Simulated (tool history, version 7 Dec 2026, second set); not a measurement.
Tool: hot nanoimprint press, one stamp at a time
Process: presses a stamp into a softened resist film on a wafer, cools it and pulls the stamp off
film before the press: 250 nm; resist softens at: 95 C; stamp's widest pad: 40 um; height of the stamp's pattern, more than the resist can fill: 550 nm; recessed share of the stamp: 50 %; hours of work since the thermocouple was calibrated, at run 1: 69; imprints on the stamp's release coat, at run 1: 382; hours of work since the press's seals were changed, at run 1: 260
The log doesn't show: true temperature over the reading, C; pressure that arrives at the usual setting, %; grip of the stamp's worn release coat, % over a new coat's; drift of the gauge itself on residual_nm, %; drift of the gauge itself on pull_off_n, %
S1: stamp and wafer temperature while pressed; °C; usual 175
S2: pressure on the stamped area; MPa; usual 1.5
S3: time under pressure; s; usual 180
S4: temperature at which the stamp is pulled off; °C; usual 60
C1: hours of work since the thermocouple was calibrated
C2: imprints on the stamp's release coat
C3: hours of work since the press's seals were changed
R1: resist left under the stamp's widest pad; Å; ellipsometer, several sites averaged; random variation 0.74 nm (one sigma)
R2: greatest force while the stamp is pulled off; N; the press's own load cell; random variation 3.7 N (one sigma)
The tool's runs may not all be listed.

run 1 hour=0 | S1=175 S2=1.5 S3=180 S4=60 | C1=69 C2=382 C3=260 | R1=922 R2=203
run 2 hour=29.7 | S1=175 S2=1.5 S3=160 S4=60 | C1=86 C2=437 C3=277 | R1=972 R2=209
run 3 hour=73.5 | S1=175 S2=1.5 S3=160 S4=60 | C1=111 C2=518 C3=302 | R1=976 R2=221
run 4 hour=98.3 | S1=175 S2=1.5 S3=196 S4=60 | C1=125 C2=564 C3=316 | R1=891 R2=214
run 5 hour=124.7 | S1=175 S2=1.5 S3=196 S4=60 | C1=140 C2=613 C3=331 | R1=900 R2=231
run 6 hour=166.9 | S1=175 S2=1.5 S3=135 S4=60 | C1=164 C2=691 C3=355 | R1=1061 R2=233
run 7 hour=206.1 | S1=175 S2=1.14 S3=135 S4=60 | C1=186 C2=764 C3=378 | R1=1197 R2=232
run 8 hour=235.4 | S1=175 S2=1.14 S3=135 S4=60 | C1=203 C2=818 C3=394 | R1=1204 R2=239
run 9 hour=267.9 | S1=175 S2=1.5 S3=197 S4=60 | C1=221 C2=879 C3=413 | R1=913 R2=246
run 10 hour=302.6 | S1=175 S2=1.5 S3=307 S4=60 | C1=241 C2=943 C3=432 | R1=749 R2=249
run 11 hour=344 | S1=175 S2=1.5 S3=307 S4=60 | C1=264 C2=1020 C3=456 | R1=755 R2=257
run 12 hour=379.9 | S1=175 S2=1.5 S3=180 S4=60 | C1=285 C2=1086 C3=476 | R1=967 R2=268
run 13 hour=419.8 | S1=175 S2=0.97 S3=180 S4=60 | C1=307 C2=1160 C3=499 | R1=1166 R2=262
-- hour=438 plate thermocouple calibrated
run 14 hour=452 | S1=175 S2=1.5 S3=126 S4=60 | C1=8 C2=1214 C3=516 | R1=1079 R2=264
run 15 hour=474.9 | S1=175 S2=1.5 S3=126 S4=60 | C1=21 C2=1257 C3=529 | R1=1094 R2=266
run 16 hour=493.8 | S1=175 S2=1.5 S3=126 S4=60 | C1=32 C2=1292 C3=539 | R1=1083 R2=276
run 17 hour=519.1 | S1=175 S2=1.5 S3=180 S4=62 | C1=46 C2=1339 C3=554 | R1=926 R2=272
run 18 hour=547.9 | S1=171 S2=1.5 S3=180 S4=62 | C1=62 C2=1392 C3=570 | R1=1130 R2=262
run 19 hour=592.1 | S1=175 S2=1.48 S3=217 S4=60 | C1=88 C2=1474 C3=595 | R1=875 R2=285
run 20 hour=631 | S1=175 S2=1.5 S3=207 S4=67 | C1=110 C2=1546 C3=617 | R1=888 R2=267
run 21 hour=667.1 | S1=179 S2=1.5 S3=180 S4=60 | C1=130 C2=1613 C3=638 | R1=794 R2=304
run 22 hour=704.8 | S1=179 S2=1.5 S3=180 S4=60 | C1=152 C2=1683 C3=659 | R1=797 R2=302
run 23 hour=723.8 | S1=185 S2=1.5 S3=180 S4=55 | C1=162 C2=1718 C3=670 | R1=614 R2=331
run 24 hour=746.6 | S1=185 S2=1.5 S3=180 S4=55 | C1=175 C2=1760 C3=683 | R1=601 R2=336
run 25 hour=769.1 | S1=185 S2=1.5 S3=180 S4=55 | C1=188 C2=1802 C3=696 | R1=603 R2=342
run 26 hour=796.9 | S1=175 S2=1.5 S3=341 S4=67 | C1=204 C2=1854 C3=712 | R1=719 R2=285
-- hour=838.2 stamp cleaned and given a new release coat
run 27 hour=838.8 | S1=175 S2=1.5 S3=341 S4=67 | C1=224 C2=1 C3=732 | R1=736 R2=161
run 28 hour=858.4 | S1=167 S2=1.19 S3=93 S4=60 | C1=235 C2=37 C3=743 | R1=1806 R2=190
run 29 hour=891.4 | S1=175 S2=0.9 S3=106 S4=60 | C1=254 C2=99 C3=762 | R1=1459 R2=191

Forecast each of these 4 alternatives for the next run:
run A hour=916.8 | S1=175 S2=1.12 S3=180 S4=60 | C1=269 C2=145 C3=776 | R1=? R2=?
run B hour=916.8 | S1=175 S2=0.9 S3=236 S4=60 | C1=269 C2=145 C3=776 | R1=? R2=?
run C hour=916.8 | S1=181 S2=1.5 S3=180 S4=52 | C1=269 C2=145 C3=776 | R1=? R2=?
run D hour=916.8 | S1=170 S2=1.5 S3=180 S4=60 | C1=269 C2=145 C3=776 | R1=? R2=?

run=A R1=1087 R2=189
run=B R1=1067 R2=186
run=C R1=735 R2=212
run=D R1=1236 R2=190
Without the tool's hidden state the same runs would have given:
run=A R1=1019 R2=175
run=B R1=1000 R2=172
run=C R1=686 R2=197
run=D R1=1157 R2=176
